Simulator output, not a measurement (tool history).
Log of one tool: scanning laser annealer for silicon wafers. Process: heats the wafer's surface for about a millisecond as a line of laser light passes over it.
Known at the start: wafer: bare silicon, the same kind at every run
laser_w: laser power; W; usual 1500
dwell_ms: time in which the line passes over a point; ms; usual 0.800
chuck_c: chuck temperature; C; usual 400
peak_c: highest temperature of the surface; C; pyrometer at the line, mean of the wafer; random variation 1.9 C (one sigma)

Run 1, hour 0.0: usual settings. Result: peak_c 1180 C.
Run 2, hour 29.2: usual settings. Result: peak_c 1178 C.
Run 3, hour 42.0: usual settings but laser_w 1415 W. Result: peak_c 1122 C.
Run 4, hour 67.9: usual settings but laser_w 1415 W. Result: peak_c 1121 C.
Run 5, hour 80.4: usual settings but laser_w 1415 W. Result: peak_c 1118 C.
Run 6, hour 93.6: usual settings but laser_w 1415 W. Result: peak_c 1116 C.
Run 7, hour 121.9: usual settings but laser_w 1415 W. Result: peak_c 1112 C.
Run 8, hour 143.2: usual settings but laser_w 1415 W. Result: peak_c 1112 C.
Run 9, hour 164.0: usual settings but laser_w 1415 W. Result: peak_c 1109 C.
Run 10, hour 189.2: usual settings but laser_w 1415 W. Result: peak_c 1106 C.
Run 11, hour 216.2: usual settings but laser_w 1613 W, chuck_c 415 C. Result: peak_c 1247 C.
At hour 223.4: optics aligned, line set to its width.
Run 12, hour 248.5: usual settings but laser_w 1575 W, dwell_ms 0.709 ms, chuck_c 363 C. Result: peak_c 1114 C.
Run 13, hour 266.3: usual settings but dwell_ms 0.892 ms, chuck_c 425 C. Result: peak_c 1203 C.
Run 14, hour 286.6: usual settings but laser_w 1478 W, dwell_ms 0.687 ms. Result: peak_c 1079 C.
Run 15, hour 313.2: usual settings but laser_w 1478 W, dwell_ms 0.687 ms. Result: peak_c 1075 C.
Run 16, hour 325.2: usual settings but laser_w 1363 W, dwell_ms 0.687 ms, chuck_c 361 C. Result: peak_c 976 C.
At hour 340.7: optics aligned, line set to its width, once more.
Run 17, hour 348.3: usual settings but laser_w 1363 W, dwell_ms 0.687 ms, chuck_c 361 C. Result: peak_c 997 C.
Run 18, hour 371.5: usual settings but laser_w 1363 W, dwell_ms 0.687 ms, chuck_c 361 C. Result: peak_c 999 C.
Run 19, hour 396.6: usual settings but laser_w 1539 W, chuck_c 414 C. Result: peak_c 1205 C.

Forecast each of these 4 alternatives for the next run:
Run A, hour 412.7: usual settings but laser_w 1439 W, dwell_ms 0.853 ms, chuck_c 409 C. Result: peak_c ?.
Run B, hour 412.7: usual settings but laser_w 1539 W, dwell_ms 0.756 ms, chuck_c 414 C. Result: peak_c ?.
Run C, hour 412.7: usual settings but chuck_c 440 C. Result: peak_c ?.
Run D, hour 412.7: usual settings but laser_w 1568 W, dwell_ms 0.583 ms, chuck_c 438 C. Result: peak_c ?.

run  peak_c
  A    1154
  B    1187
  C    1205
  D    1142
Without the tool's hidden state the same runs would have given:
run  peak_c
  A    1206
  B    1241
  C    1258
  D    1191
